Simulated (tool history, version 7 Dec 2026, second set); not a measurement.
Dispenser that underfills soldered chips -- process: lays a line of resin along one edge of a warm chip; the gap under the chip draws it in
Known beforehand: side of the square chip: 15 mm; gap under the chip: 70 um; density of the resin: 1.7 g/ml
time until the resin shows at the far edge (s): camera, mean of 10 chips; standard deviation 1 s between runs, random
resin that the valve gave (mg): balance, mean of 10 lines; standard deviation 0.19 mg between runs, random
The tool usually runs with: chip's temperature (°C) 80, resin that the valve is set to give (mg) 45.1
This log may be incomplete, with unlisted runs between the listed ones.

run  hour  chip's temperature (°C)  resin that the valve is set to give (mg)  time until the resin shows at the far edge (s)  resin that the valve gave (mg)
  1   0.0                       80                                      45.1                                           111.2                           41.30
  2   2.6                       87                                      45.1                                            86.4                           41.29
  3   4.8                       80                                      45.1                                           121.7                           41.43
  4   8.1                       80                                      45.1                                           133.0                           40.90
  5  10.1                       80                                      39.5                                           144.4                           35.80
     11.6  -- new syringe of resin
  6  14.0                       80                                      50.2                                           105.4                           45.66
  7  18.6                       80                                      45.1                                           120.2                           40.48
  8  21.7                       94                                      54.2                                            70.3                           49.07
  9  24.6                       78                                      53.7                                           148.3                           48.57
     26.8  -- new syringe of resin
 10  27.4                       74                                      46.7                                           133.7                           42.10
 11  31.6                       74                                      56.5                                           146.2                           50.48
 12  35.9                       92                                      52.7                                            74.7                           47.22
 13  40.0                       94                                      57.2                                            77.7                           51.17
     42.1  -- new syringe of resin
 14  44.3                       74                                      39.2                                           143.6                           34.73

What if the next run were any one of these 5? Each begins from the tool's condition after run 14:
  A  46.3                       66                                      57.8                                               ?                               ?
  B  46.3                       88                                      53.0                                               ?                               ?
  C  46.3                       94                                      43.6                                               ?                               ?
  D  46.3                       91                                      44.5                                               ?                               ?
  E  46.3                       77                                      48.8                                               ?                               ?

run  time until the resin shows at the far edge (s)  resin that the valve gave (mg)
  A                                           205.8                           51.37
  B                                            79.0                           47.09
  C                                            62.9                           38.71
  D                                            71.6                           39.58
  E                                           126.9                           43.17
The same runs, with their run-to-run variation unchanged, on a tool lacking any hidden condition would have given:
run  time until the resin shows at the far edge (s)  resin that the valve gave (mg)
  A                                           176.0                           57.80
  B                                            67.8                           52.99
  C                                            53.3                           43.55
  D                                            60.9                           44.54
  E                                           108.1                           48.58
